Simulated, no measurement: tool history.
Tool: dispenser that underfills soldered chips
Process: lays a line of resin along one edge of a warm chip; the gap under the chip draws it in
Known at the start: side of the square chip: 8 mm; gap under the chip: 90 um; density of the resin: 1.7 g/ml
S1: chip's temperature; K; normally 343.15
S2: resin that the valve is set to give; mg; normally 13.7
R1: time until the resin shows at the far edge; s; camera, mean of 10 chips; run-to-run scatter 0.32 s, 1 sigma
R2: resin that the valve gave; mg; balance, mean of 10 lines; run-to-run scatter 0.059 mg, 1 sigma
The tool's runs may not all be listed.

| run | day | S1 | S2 | R1 | R2 |
|---|---|---|---|---|---|
| 1 | 0 | 343.15 | 13.7 | 16.2 | 13.45 |
|  | 0.175 | new syringe of resin |
| 2 | 0.233 | 343.15 | 13.7 | 12.8 | 13.36 |
|  | 0.371 | dispensing valve cleaned and set on the balance |
| 3 | 0.575 | 343.15 | 13.7 | 20.8 | 13.71 |
|  | 0.612 | new syringe of resin |
| 4 | 0.783 | 343.15 | 13.7 | 14.6 | 13.57 |
| 5 | 0.988 | 343.15 | 13.7 | 21.4 | 13.62 |
|  | 1.021 | new syringe of resin |
| 6 | 1.275 | 343.15 | 13.7 | 17.7 | 13.55 |
|  | 1.417 | new syringe of resin |
| 7 | 1.471 | 343.15 | 13.7 | 11.7 | 13.58 |
| 8 | 1.721 | 343.15 | 13.7 | 18.6 | 13.41 |
|  | 1.825 | new syringe of resin |
| 9 | 1.992 | 343.15 | 13.7 | 15.3 | 13.43 |
|  | 2.233 | new syringe of resin |
| 10 | 2.233 | 343.15 | 13.7 | 11.5 | 13.48 |
| 11 | 2.492 | 343.15 | 13.7 | 17.2 | 13.45 |

For run 12, what comes out?
|  | 2.642 | new syringe of resin |
| 12 | 2.783 | 343.15 | 13.7 | ? | ? |

R1: 13.6 s
R2: 13.46 mg
Minus the tool's unlogged condition, the same run would have read R1 10.8 s, R2 13.82 mg.

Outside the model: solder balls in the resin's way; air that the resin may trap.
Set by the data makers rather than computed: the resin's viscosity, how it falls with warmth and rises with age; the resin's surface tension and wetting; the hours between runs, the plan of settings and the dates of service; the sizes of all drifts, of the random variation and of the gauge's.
